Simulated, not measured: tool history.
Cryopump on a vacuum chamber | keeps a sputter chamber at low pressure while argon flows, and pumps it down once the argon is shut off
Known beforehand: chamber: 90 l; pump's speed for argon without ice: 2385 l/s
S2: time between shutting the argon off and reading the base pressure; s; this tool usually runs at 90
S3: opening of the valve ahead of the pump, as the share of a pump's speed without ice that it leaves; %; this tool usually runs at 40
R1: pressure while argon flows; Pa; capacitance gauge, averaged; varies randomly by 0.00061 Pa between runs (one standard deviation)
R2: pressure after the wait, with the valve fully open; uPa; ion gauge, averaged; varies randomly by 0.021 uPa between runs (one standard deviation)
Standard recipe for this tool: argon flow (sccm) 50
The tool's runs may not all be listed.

{"run": 1, "hour": 0.0, "argon flow (sccm)": 50, "S2": 90, "S3": 40, "R1": 0.0964, "R2": 1.03}
{"run": 2, "hour": 22.7, "argon flow (sccm)": 50, "S2": 90, "S3": 46, "R1": 0.0852, "R2": 0.97}
{"run": 3, "hour": 60.1, "argon flow (sccm)": 50, "S2": 183, "S3": 46, "R1": 0.0853, "R2": 0.93}
{"run": 4, "hour": 91.9, "argon flow (sccm)": 50, "S2": 90, "S3": 40, "R1": 0.097, "R2": 1.01}
{"run": 5, "hour": 117.9, "argon flow (sccm)": 50, "S2": 90, "S3": 40, "R1": 0.0982, "R2": 1.02}
{"run": 6, "hour": 137.5, "argon flow (sccm)": 50, "S2": 90, "S3": 40, "R1": 0.0977, "R2": 1.07}
{"run": 7, "hour": 168.9, "argon flow (sccm)": 50, "S2": 90, "S3": 40, "R1": 0.0984, "R2": 1.06}
{"run": 8, "hour": 198.9, "argon flow (sccm)": 50, "S2": 90, "S3": 40, "R1": 0.0988, "R2": 1.07}
{"run": 9, "hour": 229.5, "argon flow (sccm)": 50, "S2": 90, "S3": 40, "R1": 0.0995, "R2": 1.04}
{"run": 10, "hour": 271.7, "argon flow (sccm)": 72, "S2": 99, "S3": 15, "R1": 0.3558, "R2": 1.05}
{"run": 11, "hour": 294.3, "argon flow (sccm)": 26, "S2": 40, "S3": 18, "R1": 0.1087, "R2": 1.34}
{"run": 12, "hour": 319.6, "argon flow (sccm)": 34, "S2": 182, "S3": 40, "R1": 0.0682, "R2": 1.04}
{"run": 13, "hour": 338.3, "argon flow (sccm)": 34, "S2": 182, "S3": 40, "R1": 0.0681, "R2": 1.05}
{"run": 14, "hour": 371.1, "argon flow (sccm)": 50, "S2": 32, "S3": 27, "R1": 0.1313, "R2": 1.25}
{"run": 15, "hour": 413.4, "argon flow (sccm)": 38, "S2": 196, "S3": 23, "R1": 0.1164, "R2": 0.21}

Not shown: 2 entries that the log had between the listed runs. Between which runs, and how does the tool's hidden state differ before and after?
Runs 13 to 14: pump warmed up, emptied and cooled again (hour 361.6)
  pump's speed, % of a pump's without ice: 74.6 -> 99; leak into the chamber, uPa l/s: 1655 -> 1662
  difference, measured minus the result without the unlogged condition, R1: +0.0083 -> +0.0004 Pa; R2: +0.82 -> +0.59 uPa
Runs 14 to 15: leaking fittings of the chamber tightened, without venting (hour 389.0)
  pump's speed, % of a pump's without ice: 99 -> 98.1; cold plate's temperature, K: 12.18 -> 12.19; leak into the chamber, uPa l/s: 1662 -> 336
  difference, measured minus the result without the unlogged condition, R1: +0.0004 -> +0.0006 Pa; R2: +0.59 -> +0.02 uPa
